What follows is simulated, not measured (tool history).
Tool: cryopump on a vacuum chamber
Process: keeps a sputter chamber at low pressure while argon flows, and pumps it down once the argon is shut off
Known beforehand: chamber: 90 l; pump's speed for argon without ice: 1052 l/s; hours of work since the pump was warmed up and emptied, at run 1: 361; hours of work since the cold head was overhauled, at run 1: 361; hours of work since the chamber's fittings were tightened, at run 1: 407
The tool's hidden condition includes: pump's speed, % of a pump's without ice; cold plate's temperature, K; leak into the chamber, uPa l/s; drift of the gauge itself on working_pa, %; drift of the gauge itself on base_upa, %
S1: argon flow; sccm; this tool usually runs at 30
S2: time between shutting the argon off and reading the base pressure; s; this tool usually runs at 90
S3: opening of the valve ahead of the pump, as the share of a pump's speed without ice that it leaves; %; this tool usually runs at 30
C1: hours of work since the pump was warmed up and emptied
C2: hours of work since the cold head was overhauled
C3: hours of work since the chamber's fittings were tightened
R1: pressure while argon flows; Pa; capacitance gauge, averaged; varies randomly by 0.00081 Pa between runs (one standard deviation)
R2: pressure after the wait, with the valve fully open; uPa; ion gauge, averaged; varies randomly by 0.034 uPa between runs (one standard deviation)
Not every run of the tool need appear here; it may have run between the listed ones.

Run 1, day 0.000: usual settings; C1 361; C2 361; C3 407. Result: R1 0.1656 Pa, R2 2.59 uPa.
Run 2, day 1.425: usual settings; C1 390; C2 390; C3 436. Result: R1 0.1663 Pa, R2 2.58 uPa.
Run 3, day 2.746: usual settings; C1 417; C2 417; C3 463. Result: R1 0.1676 Pa, R2 2.63 uPa.
Run 4, day 3.754: usual settings; C1 438; C2 438; C3 484. Result: R1 0.1683 Pa, R2 2.78 uPa.
Run 5, day 4.858: usual settings; C1 460; C2 460; C3 507. Result: R1 0.1676 Pa, R2 2.72 uPa.
Run 6, day 5.642: usual settings; C1 476; C2 476; C3 523. Result: R1 0.1685 Pa, R2 2.72 uPa.
Run 7, day 7.158: usual settings; C1 508; C2 508; C3 554. Result: R1 0.1687 Pa, R2 2.90 uPa.
Run 8, day 8.288: usual settings; C1 531; C2 531; C3 577. Result: R1 0.1694 Pa, R2 2.93 uPa.
Run 9, day 9.383: usual settings; C1 553; C2 553; C3 599. Result: R1 0.1694 Pa, R2 2.96 uPa.
Run 10, day 10.250: usual settings; C1 571; C2 571; C3 617. Result: R1 0.1697 Pa, R2 2.97 uPa.
Run 11, day 10.996: usual settings; C1 586; C2 586; C3 632. Result: R1 0.1711 Pa, R2 3.02 uPa.
Run 12, day 11.854: usual settings but S1 43 sccm, S2 61 s, S3 44 %; C1 604; C2 604; C3 650. Result: R1 0.1720 Pa, R2 3.80 uPa.
Run 13, day 12.779: usual settings but S1 41 sccm, S2 76 s, S3 55 %; C1 623; C2 623; C3 669. Result: R1 0.1330 Pa, R2 3.45 uPa.
Run 14, day 14.350: usual settings but S2 104 s, S3 21 %; C1 655; C2 655; C3 701. Result: R1 0.2405 Pa, R2 2.98 uPa.
Run 15, day 15.521: usual settings but S2 104 s, S3 21 %; C1 679; C2 679; C3 725. Result: R1 0.2411 Pa, R2 3.04 uPa.
Run 16, day 16.950: usual settings but S2 53 s, S3 53 %; C1 708; C2 708; C3 754. Result: R1 0.1016 Pa, R2 4.32 uPa.
Run 17, day 18.417: usual settings but S2 299 s, S3 21 %; C1 738; C2 738; C3 784. Result: R1 0.2410 Pa, R2 2.33 uPa.
Run 18, day 19.912: usual settings but S1 47 sccm, S2 111 s, S3 56 %; C1 769; C2 769; C3 815. Result: R1 0.1532 Pa, R2 3.01 uPa.
Run 19, day 21.221: usual settings but S1 17 sccm, S2 110 s, S3 58 %; C1 795; C2 795; C3 841. Result: R1 0.0552 Pa, R2 3.20 uPa.
Run 20, day 22.017: usual settings but S1 28 sccm, S2 85 s, S3 43 %; C1 812; C2 812; C3 858. Result: R1 0.1174 Pa, R2 3.71 uPa.
Run 21, day 22.879: usual settings but S1 58 sccm, S2 59 s, S3 35 %; C1 829; C2 829; C3 875. Result: R1 0.2939 Pa, R2 4.47 uPa.

The same runs without the tool's hidden state, with the same run-to-run variation:
run      R1    R2
  1  0.1600  1.83
  2  0.1602  1.78
  3  0.1611  1.77
  4  0.1614  1.86
  5  0.1604  1.78
  6  0.1610  1.75
  7  0.1607  1.83
  8  0.1609  1.81
  9  0.1607  1.79
 10  0.1607  1.79
 11  0.1618  1.79
 12  0.1581  2.54
 13  0.1194  2.13
 14  0.2300  1.60
 15  0.2301  1.59
 16  0.0902  2.84
 17  0.2289  0.75
 18  0.1334  1.42
 19  0.0477  1.49
 20  0.1047  1.94
 21  0.2668  2.64

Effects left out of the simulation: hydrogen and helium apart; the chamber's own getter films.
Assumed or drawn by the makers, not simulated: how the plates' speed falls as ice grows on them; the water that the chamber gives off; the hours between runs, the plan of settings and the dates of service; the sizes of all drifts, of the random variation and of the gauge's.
